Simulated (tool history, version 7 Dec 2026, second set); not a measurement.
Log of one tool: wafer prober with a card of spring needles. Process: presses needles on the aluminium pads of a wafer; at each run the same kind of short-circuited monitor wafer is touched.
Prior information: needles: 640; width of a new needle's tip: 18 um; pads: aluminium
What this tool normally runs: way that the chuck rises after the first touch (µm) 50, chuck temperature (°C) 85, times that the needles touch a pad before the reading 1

run	hour	way that the chuck rises after the first touch (µm)	chuck temperature (°C)	times that the needles touch a pad before the reading	resistance of one needle with its contact and lead (mohm)	way that a needle slides on the pad (µm)
1	0.0	50	85	1	210	12.24
# hour 19.9: tips cleaned on abrasive film
2	32.6	50	85	1	213	12.25
# hour 42.8: tips cleaned on abrasive film
3	59.8	50	85	1	212	12.28
# hour 65.4: tips cleaned on abrasive film
# hour 87.5: tips cleaned on abrasive film
4	99.6	50	85	2	213	12.25
# hour 108.9: tips cleaned on abrasive film
5	124.7	50	85	1	209	12.23
# hour 130.4: tips cleaned on abrasive film
6	145.7	50	85	1	209	12.26
# hour 151.9: tips cleaned on abrasive film
# hour 173.5: tips cleaned on abrasive film
7	186.4	50	85	1	210	12.23
# hour 193.7: tips cleaned on abrasive film
# hour 214.6: tips cleaned on abrasive film
8	215.3	50	85	1	209	12.19
# hour 236.6: tips cleaned on abrasive film
9	253.4	50	85	1	213	12.21
# hour 258.2: tips cleaned on abrasive film
# hour 258.5: height of the first contact set anew
# hour 280.4: tips cleaned on abrasive film
10	296.3	50	85	2	209	12.20
# hour 302.6: tips cleaned on abrasive film
11	316.6	42	48	1	207	10.24
# hour 323.3: tips cleaned on abrasive film
# hour 344.9: tips cleaned on abrasive film
12	348.8	49	61	1	205	11.91
# hour 367.4: tips cleaned on abrasive film
13	380.4	49	84	1	211	11.93
# hour 388.2: tips cleaned on abrasive film
# hour 410.8: tips cleaned on abrasive film
14	410.8	32	88	2	221	7.76
# hour 431.3: tips cleaned on abrasive film
15	449.9	50	28	1	197	12.15
# hour 452.6: tips cleaned on abrasive film
16	471.5	46	32	1	198	11.17
# hour 474.8: tips cleaned on abrasive film
# hour 497.4: tips cleaned on abrasive film
17	510.3	46	32	1	199	11.17
# hour 518.1: tips cleaned on abrasive film
# hour 539.9: tips cleaned on abrasive film
18	540.3	46	29	2	196	11.13
# hour 543.8: height of the first contact set anew
19	558.5	32	61	1	219	7.75

5 ways to go on from here, each from the tool as it stands after run 19. What would each give?
# hour 560.8: tips cleaned on abrasive film
# hour 581.1: tips cleaned on abrasive film
A	589.6	32	29	1	?	?
# hour 560.8: tips cleaned on abrasive film
# hour 581.1: tips cleaned on abrasive film
B	589.6	41	56	3	?	?
# hour 560.8: tips cleaned on abrasive film
# hour 581.1: tips cleaned on abrasive film
C	589.6	34	61	1	?	?
# hour 560.8: tips cleaned on abrasive film
# hour 581.1: tips cleaned on abrasive film
D	589.6	65	95	1	?	?
# hour 560.8: tips cleaned on abrasive film
# hour 581.1: tips cleaned on abrasive film
E	589.6	32	25	1	?	?

run	resistance of one needle with its contact and lead (mohm)	way that a needle slides on the pad (µm)
A	205	7.73
B	210	9.93
C	212	8.26
D	208	15.74
E	207	7.75
Without the tool's unlogged condition, the same runs would have read:
run	resistance of one needle with its contact and lead (mohm)	way that a needle slides on the pad (µm)
A	205	7.83
B	210	10.05
C	211	8.36
D	208	15.93
E	207	7.85

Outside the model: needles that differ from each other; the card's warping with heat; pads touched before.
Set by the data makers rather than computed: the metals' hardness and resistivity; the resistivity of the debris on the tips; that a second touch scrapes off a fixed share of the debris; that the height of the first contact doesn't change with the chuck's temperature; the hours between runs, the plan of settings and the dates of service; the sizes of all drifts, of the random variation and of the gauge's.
